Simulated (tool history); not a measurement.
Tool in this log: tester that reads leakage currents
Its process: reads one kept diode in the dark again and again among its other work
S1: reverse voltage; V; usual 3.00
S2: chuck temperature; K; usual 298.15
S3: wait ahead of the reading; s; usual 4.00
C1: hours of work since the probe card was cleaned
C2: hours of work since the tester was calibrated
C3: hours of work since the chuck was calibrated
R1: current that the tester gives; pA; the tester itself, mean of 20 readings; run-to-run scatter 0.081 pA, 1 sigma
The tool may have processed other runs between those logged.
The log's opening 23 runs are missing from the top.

run    hour     S1      S2    S3    C1    C2    C3      R1
 24  1118.4  10.27  298.15  1.22   663  1153  1753   41.17
 25  1165.6  10.27  298.15  1.22   691  1181  1780   41.68
 26  1229.0  10.27  298.15  1.22   727  1217  1816   41.82
 27  1297.7  10.27  298.15  1.22   767  1257  1856   42.42
     1305.1  -- chuck's temperature calibrated
 28  1351.3  15.94  296.15  4.00   797  1287    27   44.85
 29  1389.6  15.94  330.15  4.39   819  1309    49  647.42
 30  1431.3   9.37  315.15  0.88   843  1333    73  169.28
 31  1482.2   1.00  309.15  2.29   873  1363   102   47.98
 32  1530.6  18.17  298.15  1.12   901  1391   130   59.88
     1538.9  -- chuck's temperature calibrated, once more
 33  1595.3  11.11  298.15  9.51   937  1427    33   40.28
 34  1649.4  11.11  298.15  9.51   968  1458    64   40.63
 35  1718.5   3.00  304.15  4.71  1008  1498   104   39.59

What will run 36 give?
 36  1776.8  3.00  304.15  0.71  1042  1532  138   ?

{"run 36": {"R1": 40.72}}
With no hidden state in the tool, this same run would have given R1 38.21 pA.
